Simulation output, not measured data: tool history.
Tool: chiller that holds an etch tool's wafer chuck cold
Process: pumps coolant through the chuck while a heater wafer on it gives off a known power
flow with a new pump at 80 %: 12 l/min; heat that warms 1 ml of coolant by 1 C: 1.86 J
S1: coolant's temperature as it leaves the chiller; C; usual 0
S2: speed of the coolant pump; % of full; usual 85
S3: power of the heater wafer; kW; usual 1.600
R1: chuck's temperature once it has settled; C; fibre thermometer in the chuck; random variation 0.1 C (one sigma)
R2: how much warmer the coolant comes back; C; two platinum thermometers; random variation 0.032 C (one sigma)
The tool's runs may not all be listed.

run,day,S1,S2,S3,R1,R2
1,0.000,0,85,1.600,14.1,4.03
2,2.108,0,85,1.600,14.0,3.98
3,3.883,0,85,1.600,14.0,4.01
4,5.112,3,85,1.600,16.9,4.03
5,6.842,-5,85,1.600,9.1,3.92
6,8.062,-5,85,1.600,8.9,3.88
7,9.275,-5,85,1.600,9.1,3.90
8,10.300,-5,85,1.600,8.8,3.89
# day 12.017: coolant changed, channels flushed
9,12.496,-5,67,1.600,12.1,5.10
10,14.233,-5,67,1.600,11.9,4.97
11,15.542,-5,67,1.600,12.1,5.02
12,17.267,-5,67,1.600,12.1,4.94
13,18.512,-5,67,1.600,12.3,4.93
14,19.783,-5,67,1.600,11.9,4.89
15,21.217,-5,67,1.600,11.8,4.95
16,22.358,0,85,1.600,14.0,3.72
17,23.992,0,85,1.600,14.0,3.67
18,25.796,-6,64,1.600,11.5,5.15
19,27.408,-9,67,1.600,8.0,4.78
20,28.629,-7,66,1.600,10.2,4.89
21,30.675,-7,66,1.600,10.3,4.86

The next listed run, before its measurement:
22,31.883,-7,66,1.600,?,?

{"run 22": {"R1": 10.3, "R2": 4.83}}
Without the tool's hidden state the same run would have given R1 10.3 C, R2 5.29 C.

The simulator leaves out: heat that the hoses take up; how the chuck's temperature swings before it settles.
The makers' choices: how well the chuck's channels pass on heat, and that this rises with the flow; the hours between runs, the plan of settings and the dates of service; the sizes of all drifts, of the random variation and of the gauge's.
